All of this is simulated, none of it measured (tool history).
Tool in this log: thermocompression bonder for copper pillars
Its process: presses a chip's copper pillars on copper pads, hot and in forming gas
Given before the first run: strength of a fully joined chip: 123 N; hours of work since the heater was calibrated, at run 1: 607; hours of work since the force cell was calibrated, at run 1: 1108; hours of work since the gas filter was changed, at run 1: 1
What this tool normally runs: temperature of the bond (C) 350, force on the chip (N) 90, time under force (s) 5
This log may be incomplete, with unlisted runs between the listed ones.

run   hour  temperature of the bond (C)  force on the chip (N)  time under force (s)  hours of work since the heater was calibrated  hours of work since the force cell was calibrated  hours of work since the gas filter was changed  force that shears a chip off (N)
  1    0.0                          350                     90                     5                                            607                                               1108                                               1                              63.1
  2   26.0                          350                     90                     5                                            627                                               1129                                              21                              63.2
  3   49.5                          358                     90                     5                                            646                                               1147                                              39                              65.6
  4   86.7                          358                     90                     5                                            675                                               1176                                              68                              66.9
  5  115.6                          350                     90                     5                                            697                                               1198                                              91                              61.6
  6  132.6                          350                     90                     5                                            710                                               1211                                             104                              61.4
  7  168.1                          350                     96                     5                                            738                                               1239                                             131                              64.1
  8  200.3                          350                    110                     5                                            763                                               1264                                             156                              71.9
  9  227.3                          350                     90                    12                                            784                                               1285                                             177                              80.3
     234.6  -- force cell calibrated
 10  249.8                          350                     90                    12                                            800                                                 12                                             194                              80.7
 11  282.6                          350                     90                     6                                            825                                                 37                                             219                              66.8
 12  319.1                          350                     90                     5                                            854                                                 66                                             247                              62.8
 13  339.0                          350                     90                     5                                            869                                                 81                                             263                              61.8
 14  378.6                          350                    126                     4                                            900                                                112                                             294                              76.8
 15  402.2                          350                    126                     4                                            918                                                130                                             312                              75.9
 16  428.9                          350                    102                     3                                            939                                                151                                             333                              57.6
 17  467.4                          350                    102                     3                                            969                                                181                                             363                              57.5
 18  495.0                          342                     78                     7                                            990                                                202                                             384                              55.5
 19  518.0                          342                     78                     7                                           1008                                                220                                             402                              54.8
 20  536.5                          326                    101                     7                                           1023                                                234                                             416                              61.5
 21  564.3                          349                     90                     7                                           1044                                                256                                             438                              65.8
 22  585.2                          350                     63                     3                                           1060                                                272                                             454                              33.4
     596.3  -- forming gas filter changed
 23  603.9                          348                     63                     3                                           1075                                                286                                               6                              37.9
 24  643.3                          348                     63                     3                                           1105                                                317                                              37                              36.7
 25  681.6                          358                     57                     4                                           1135                                                347                                              66                              38.9
 26  710.7                          349                     98                     4                                           1158                                                369                                              89                              64.4

4 options for the next run, each taken on its own from the tool as it stands now. Forecast them:
  A  733.4                          350                     88                     5                                           1175                                                387                                             107                                 ?
  B  733.4                          336                     78                     4                                           1175                                                387                                             107                                 ?
  C  733.4                          349                     98                     3                                           1175                                                387                                             107                                 ?
  D  733.4                          350                     86                     7                                           1175                                                387                                             107                                 ?

run  force that shears a chip off (N)
  A                              62.2
  B                              46.0
  C                              57.5
  D                              69.1
Stripped of hidden state, with their random variation kept, the same runs would have yielded:
run  force that shears a chip off (N)
  A                              64.1
  B                              47.4
  C                              59.2
  D                              71.1
